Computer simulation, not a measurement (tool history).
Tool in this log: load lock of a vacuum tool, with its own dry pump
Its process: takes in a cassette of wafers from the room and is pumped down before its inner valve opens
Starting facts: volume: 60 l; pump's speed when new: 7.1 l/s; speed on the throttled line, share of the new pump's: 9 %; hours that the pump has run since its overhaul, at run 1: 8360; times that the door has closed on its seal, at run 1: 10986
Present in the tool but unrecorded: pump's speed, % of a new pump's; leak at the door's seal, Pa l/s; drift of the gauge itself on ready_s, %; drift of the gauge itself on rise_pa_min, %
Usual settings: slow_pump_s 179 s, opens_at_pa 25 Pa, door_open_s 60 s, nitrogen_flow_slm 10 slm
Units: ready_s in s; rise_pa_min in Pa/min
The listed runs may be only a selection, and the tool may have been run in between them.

run      day  slow_pump_s  opens_at_pa  door_open_s  nitrogen_flow_slm  hours that the pump has run since its overhaul  times that the door has closed on its seal  incoming humidity of the room's air, %  ready_s  rise_pa_min
  1        0          179           25           60                 10                                            8360                                       10986                                    44.2    239.1         0.16
  2   15.721          179           25           60                 10                                            8738                                       12464                                    44.7    237.5        0.167
  3   28.588          179           25           60                 10                                            9046                                       13674                                    42.9    236.6        0.192
  4   44.538          344           25           60                 10                                            9429                                       15173                                    47.6      387         0.21
  5     57.9          344           25           60                 10                                            9750                                       16429                                    42.2    383.7        0.219
  6   76.325          179           25           78                 10                                           10192                                       18161                                    41.9    235.5        0.258
  7   93.054          179           25           78                 10                                           10594                                       19734                                    43.3    240.5        0.284
  8  103.083          179           25           78                 10                                           10834                                       20677                                    42.1    236.4        0.299
  9  115.917          179           25           60                 10                                           11142                                       21884                                    43.3    235.5        0.308
 10  124.775          179           25           60                 10                                           11355                                       22716                                    41.9    238.4        0.324
 11  133.892          179           25           60                 10                                           11574                                       23573                                    43.4    238.1        0.335
 12  149.333          179           25           60                 10                                           11944                                       25025                                    41.8    237.5        0.363
 13  164.454          179           25           60                 10                                           12307                                       26447                                    44.6    236.6        0.394
 14  180.775          179           30           60                 10                                           12699                                       27981                                      46    237.3        0.407
 15  192.762          179           30           60                 10                                           12987                                       29108                                      45    238.8        0.447
 16  208.783          179           30           60                 42                                           13371                                       30614                                      46    235.9        0.445
 17  221.196          179           30           60                 42                                           13669                                       31781                                    45.8    236.3        0.486
 18  232.862          179           30           81                 42                                           13949                                       32878                                    44.7    237.1        0.502
 19  241.812          179           25           52                 10                                           14164                                       33719                                    42.8    241.3        0.529
 20  254.233          183           20           60                  5                                           14462                                       34887                                    45.2    245.5        0.571
     255.904  -- door's seal changed, seat wiped
 21  272.892          183           20           60                  5                                           14908                                        1597                                    45.7    245.8        0.062
 22  286.829          297           21           26                 21                                           15243                                        2907                                    47.6    345.8        0.038
 23  295.454          278           21           54                 10                                           15450                                        3718                                    46.2    329.2        0.062
 24  311.733           98           25           53                 10                                           15840                                        5248                                    46.1      166        0.074
 25  324.554           98           25           53                 10                                           16148                                        6454                                    47.6    167.3        0.085
 26  338.471           98           23           35                 10                                           16482                                        7762                                      44    170.4        0.078
 27  349.129           98           23           35                 44                                           16738                                        8764                                    51.7    169.5        0.079
 28  359.412          177           40           49                 44                                           16985                                        9731                                    45.9    234.3        0.084
 29  372.312          177           40           49                 44                                           17294                                       10943                                    44.8      238        0.102
 30  387.954          147           24           33                 32                                           17670                                       12414                                    44.1    214.4        0.116
 31  406.121          240           23           97                  4                                           18106                                       14122                                    45.3    297.4        0.198
 32  414.233          324           20           74                 10                                           18300                                       14884                                    48.6    374.6         0.19
 33  431.908          324           20           74                 10                                           18725                                       16546                                    49.8    373.4        0.212
 34  445.271          324           20           74                 10                                           19045                                       17802                                    47.7    368.6        0.229
 35  463.833          102           33           74                 10                                           19491                                       19547                                    46.5    169.2        0.257
 36  474.138          102           33           74                 10                                           19738                                       20516                                    45.9    170.8        0.266
 37  488.675          249           33          136                 28                                           20087                                       21883                                    47.2      305        0.295

Selected run-to-run steps in ready_s, each split into two signed amounts: the part the tool would show with no hidden state at all (from settings, incoming material and random variation), and the remainder, which goes to the hidden state together with any gauge scatter not common to the measured and the hidden-state-free results:
Run 3 -> 4: slow_pump_s 179 -> 344. ready_s +150.4 s: hidden state -0.8, all else +151.2.
Run 23 -> 24: slow_pump_s 278 -> 98, opens_at_pa 21 -> 25, door_open_s 54 -> 53. ready_s -163.2 s: hidden state +1.9, all else -165.1.
Run 34 -> 35: slow_pump_s 324 -> 102, opens_at_pa 20 -> 33. ready_s -199.4 s: hidden state +2.7, all else -202.1.
Run 36 -> 37: slow_pump_s 102 -> 249, door_open_s 74 -> 136, nitrogen_flow_slm 10 -> 28. ready_s +134.2 s: hidden state -1.9, all else +136.1.

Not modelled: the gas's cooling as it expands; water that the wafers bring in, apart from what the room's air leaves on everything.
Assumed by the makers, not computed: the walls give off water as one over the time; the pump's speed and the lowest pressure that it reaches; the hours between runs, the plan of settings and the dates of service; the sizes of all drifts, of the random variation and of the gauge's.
